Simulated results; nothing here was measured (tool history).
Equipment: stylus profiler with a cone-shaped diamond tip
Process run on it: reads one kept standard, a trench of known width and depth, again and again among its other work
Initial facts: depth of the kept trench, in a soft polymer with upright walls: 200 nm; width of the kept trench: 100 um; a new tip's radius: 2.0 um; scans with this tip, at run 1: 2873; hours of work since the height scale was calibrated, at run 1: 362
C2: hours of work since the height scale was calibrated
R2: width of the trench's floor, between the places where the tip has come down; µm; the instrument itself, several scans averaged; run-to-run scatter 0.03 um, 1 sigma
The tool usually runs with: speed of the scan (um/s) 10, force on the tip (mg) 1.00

run 1 hour=0.0 | speed_of_the_scan_(um/s)=10 force_on_the_tip_(mg)=1.00 | scans_with_this_tip=2873 C2=362 | depth_of_the_trench_(Å)=2014.5 R2=98.19
run 2 hour=18.2 | speed_of_the_scan_(um/s)=10 force_on_the_tip_(mg)=1.00 | scans_with_this_tip=2960 C2=373 | depth_of_the_trench_(Å)=2013.3 R2=98.25
run 3 hour=44.9 | speed_of_the_scan_(um/s)=22 force_on_the_tip_(mg)=1.00 | scans_with_this_tip=3086 C2=389 | depth_of_the_trench_(Å)=2013.7 R2=98.15
run 4 hour=64.0 | speed_of_the_scan_(um/s)=22 force_on_the_tip_(mg)=1.00 | scans_with_this_tip=3177 C2=400 | depth_of_the_trench_(Å)=2014.1 R2=98.17
run 5 hour=75.2 | speed_of_the_scan_(um/s)=22 force_on_the_tip_(mg)=1.29 | scans_with_this_tip=3230 C2=407 | depth_of_the_trench_(Å)=2018.6 R2=98.12
run 6 hour=87.4 | speed_of_the_scan_(um/s)=10 force_on_the_tip_(mg)=1.29 | scans_with_this_tip=3288 C2=414 | depth_of_the_trench_(Å)=2017.3 R2=98.20
run 7 hour=99.2 | speed_of_the_scan_(um/s)=9 force_on_the_tip_(mg)=1.00 | scans_with_this_tip=3344 C2=422 | depth_of_the_trench_(Å)=2012.4 R2=98.18
run 8 hour=111.6 | speed_of_the_scan_(um/s)=9 force_on_the_tip_(mg)=1.00 | scans_with_this_tip=3403 C2=429 | depth_of_the_trench_(Å)=2014.4 R2=98.26
run 9 hour=131.3 | speed_of_the_scan_(um/s)=10 force_on_the_tip_(mg)=1.00 | scans_with_this_tip=3497 C2=441 | depth_of_the_trench_(Å)=2014.1 R2=98.18
run 10 hour=152.4 | speed_of_the_scan_(um/s)=10 force_on_the_tip_(mg)=1.00 | scans_with_this_tip=3597 C2=453 | depth_of_the_trench_(Å)=2013.8 R2=98.19
run 11 hour=170.9 | speed_of_the_scan_(um/s)=13 force_on_the_tip_(mg)=1.00 | scans_with_this_tip=3685 C2=464 | depth_of_the_trench_(Å)=2013.0 R2=98.19
run 12 hour=184.4 | speed_of_the_scan_(um/s)=3 force_on_the_tip_(mg)=1.00 | scans_with_this_tip=3749 C2=473 | depth_of_the_trench_(Å)=2013.8 R2=98.22
run 13 hour=196.1 | speed_of_the_scan_(um/s)=3 force_on_the_tip_(mg)=0.41 | scans_with_this_tip=3805 C2=480 | depth_of_the_trench_(Å)=2009.7 R2=98.24
run 14 hour=211.6 | speed_of_the_scan_(um/s)=3 force_on_the_tip_(mg)=0.41 | scans_with_this_tip=3878 C2=489 | depth_of_the_trench_(Å)=2006.7 R2=98.28
run 15 hour=234.9 | speed_of_the_scan_(um/s)=12 force_on_the_tip_(mg)=1.48 | scans_with_this_tip=3989 C2=503 | depth_of_the_trench_(Å)=2016.7 R2=98.17
run 16 hour=253.1 | speed_of_the_scan_(um/s)=2 force_on_the_tip_(mg)=1.00 | scans_with_this_tip=4075 C2=514 | depth_of_the_trench_(Å)=2012.3 R2=98.24
run 17 hour=267.6 | speed_of_the_scan_(um/s)=8 force_on_the_tip_(mg)=0.73 | scans_with_this_tip=4144 C2=522 | depth_of_the_trench_(Å)=2011.0 R2=98.15
run 18 hour=292.2 | speed_of_the_scan_(um/s)=23 force_on_the_tip_(mg)=2.70 | scans_with_this_tip=4261 C2=537 | depth_of_the_trench_(Å)=2027.5 R2=98.19
run 19 hour=313.7 | speed_of_the_scan_(um/s)=26 force_on_the_tip_(mg)=0.61 | scans_with_this_tip=4364 C2=550 | depth_of_the_trench_(Å)=2008.6 R2=98.05

3 options for the next run, each taken on its own from the tool as it stands now. Forecast them:
run A hour=339.4 | speed_of_the_scan_(um/s)=3 force_on_the_tip_(mg)=2.94 | scans_with_this_tip=4486 C2=565 | depth_of_the_trench_(Å)=? R2=?
run B hour=339.4 | speed_of_the_scan_(um/s)=5 force_on_the_tip_(mg)=0.61 | scans_with_this_tip=4486 C2=565 | depth_of_the_trench_(Å)=? R2=?
run C hour=339.4 | speed_of_the_scan_(um/s)=8 force_on_the_tip_(mg)=1.97 | scans_with_this_tip=4486 C2=565 | depth_of_the_trench_(Å)=? R2=?

run=A depth_of_the_trench_(Å)=2028.7 R2=98.17
run=B depth_of_the_trench_(Å)=2010.1 R2=98.21
run=C depth_of_the_trench_(Å)=2020.5 R2=98.18
With no hidden state in the tool, these same runs would have given:
run=A depth_of_the_trench_(Å)=2028.6 R2=98.18
run=B depth_of_the_trench_(Å)=2010.0 R2=98.21
run=C depth_of_the_trench_(Å)=2020.5 R2=98.19
